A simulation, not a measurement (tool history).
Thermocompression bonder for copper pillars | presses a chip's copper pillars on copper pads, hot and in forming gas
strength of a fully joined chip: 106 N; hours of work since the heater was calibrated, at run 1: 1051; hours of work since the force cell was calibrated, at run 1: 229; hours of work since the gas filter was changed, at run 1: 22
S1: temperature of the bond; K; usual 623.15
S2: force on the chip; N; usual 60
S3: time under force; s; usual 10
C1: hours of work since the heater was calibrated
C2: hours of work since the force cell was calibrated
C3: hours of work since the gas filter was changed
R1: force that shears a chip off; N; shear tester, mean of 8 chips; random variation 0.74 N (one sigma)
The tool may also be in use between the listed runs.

run	hour	S1	S2	S3	C1	C2	C3	R1
1	0.0	623.15	60	10	1051	229	22	53.4
2	7.8	649.15	60	10	1056	233	27	66.7
3	12.6	649.15	60	10	1059	236	30	65.9
4	21.1	635.15	60	10	1064	241	35	58.7
5	30.4	623.15	60	23	1070	247	41	68.4
6	37.0	643.15	60	23	1074	251	45	77.4
7	42.5	623.15	60	10	1077	254	48	52.9
8	48.1	623.15	60	10	1080	258	52	51.8
9	54.4	623.15	60	10	1084	262	55	51.2
10	62.5	623.15	60	7	1089	267	60	46.8
# hour 65.3: heater calibrated with a thermocouple chip
11	69.2	623.15	60	7	2	269	63	43.0
12	79.6	623.15	60	7	9	276	69	43.0
13	86.3	623.15	60	7	13	280	74	43.5
14	91.7	623.15	60	7	16	283	77	42.7
15	97.0	601.15	60	10	19	286	80	37.9
16	107.6	608.15	53	6	26	293	86	30.7
17	116.4	602.15	79	7	31	298	92	38.4
18	126.3	602.15	43	13	37	304	98	35.5
# hour 129.6: heater calibrated with a thermocouple chip, once more
19	135.4	602.15	43	13	3	308	102	43.0

4 ways to go on from here, each from the tool as it stands after run 19. What would each give?
A	144.0	651.15	60	15	9	313	107	?
B	144.0	623.15	60	16	9	313	107	?
C	144.0	618.15	58	13	9	313	107	?
D	144.0	623.15	60	30	9	313	107	?

run	R1
A	76.1
B	62.8
C	56.5
D	73.8
Without the tool's hidden state the same runs would have given:
run	R1
A	83.3
B	68.7
C	61.8
D	80.9
